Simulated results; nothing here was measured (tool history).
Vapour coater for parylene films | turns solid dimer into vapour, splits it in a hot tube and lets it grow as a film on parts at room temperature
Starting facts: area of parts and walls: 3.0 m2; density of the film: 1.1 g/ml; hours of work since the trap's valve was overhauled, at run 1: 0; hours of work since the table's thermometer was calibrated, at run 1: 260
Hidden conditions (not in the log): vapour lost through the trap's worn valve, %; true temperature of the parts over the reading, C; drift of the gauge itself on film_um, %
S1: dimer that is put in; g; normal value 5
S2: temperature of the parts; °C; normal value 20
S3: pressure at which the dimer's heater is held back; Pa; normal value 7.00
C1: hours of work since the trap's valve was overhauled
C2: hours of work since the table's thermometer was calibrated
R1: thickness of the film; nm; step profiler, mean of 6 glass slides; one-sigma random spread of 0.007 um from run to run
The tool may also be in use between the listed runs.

run,day,S1,S2,S3,C1,C2,R1
1,0.000,5,20,7.00,0,260,945
2,1.108,5,20,7.00,15,275,927
3,2.058,5,20,7.00,27,287,926
4,2.975,5,20,3.47,39,300,1093
5,3.921,5,21,7.00,52,312,895
6,5.058,5,23,7.00,67,327,836
7,5.708,5,25,7.00,75,336,778
8,6.867,5,25,7.00,90,351,766
9,7.862,5,20,7.00,104,364,911
10,8.871,5,20,7.00,117,377,903
11,9.529,5,17,7.00,125,386,998
12,10.479,4,20,7.00,138,398,721
13,11.475,4,20,7.00,151,411,712
14,12.167,2,20,7.00,160,421,363
15,12.658,2,20,7.00,167,427,357
16,13.704,2,20,7.00,180,441,357
17,14.854,2,20,7.00,196,456,352
18,15.792,2,20,4.28,208,468,398
19,16.908,9,20,7.00,223,483,1590
20,17.962,9,20,7.00,237,497,1583
21,18.971,5,20,7.00,250,510,874
22,19.542,5,20,7.00,257,518,881
23,20.100,5,20,7.00,265,525,881
24,20.767,5,21,6.88,273,534,844
25,21.262,5,20,10.39,280,540,798
26,21.942,4,20,5.12,289,549,754
27,23.004,4,17,5.13,303,563,828
28,23.592,5,23,7.00,311,571,788
29,24.288,5,23,7.00,320,580,770
30,24.883,3,20,11.58,328,588,448
31,25.371,2,14,5.61,334,594,437
# day 25.612: trap's valve overhauled
32,26.208,2,14,5.61,8,603,436
33,26.679,2,12,2.29,14,609,529
34,27.379,5,14,4.46,23,619,1148
35,28.150,4,14,4.46,33,629,920
36,28.846,4,14,7.40,43,638,802
37,29.683,5,29,9.47,54,649,560
38,30.229,3,29,3.54,61,656,426
39,31.025,3,25,3.54,71,667,497
# day 31.858: trap's valve overhauled, once more
40,32.150,3,25,3.54,4,679,567
41,32.996,3,25,3.54,15,690,562
42,34.158,2,23,2.04,30,706,456
43,34.842,4,14,10.18,39,715,831
44,35.417,2,18,8.88,47,722,365
45,36.500,4,20,7.00,61,737,729
46,37.375,4,20,7.00,73,748,742

Below, each run's measurement less what the same run would have read without the hidden state. Both values contain the same run-to-run variation, but the gauge's scatter may not be the same in both:
run,R1
1,-6
2,-10
3,-12
4,-18
5,-17
6,-19
7,-19
8,-22
9,-29
10,-32
11,-37
12,-29
13,-31
14,-17
15,-17
16,-18
17,-20
18,-23
19,-101
20,-106
21,-62
22,-64
23,-65
24,-66
25,-63
26,-61
27,-70
28,-68
29,-71
30,-43
31,-42
32,-49
33,-60
34,-136
35,-111
36,-101
37,-72
38,-56
39,-66
40,-4
41,-6
42,-6
43,-13
44,-6
45,-16
46,-18

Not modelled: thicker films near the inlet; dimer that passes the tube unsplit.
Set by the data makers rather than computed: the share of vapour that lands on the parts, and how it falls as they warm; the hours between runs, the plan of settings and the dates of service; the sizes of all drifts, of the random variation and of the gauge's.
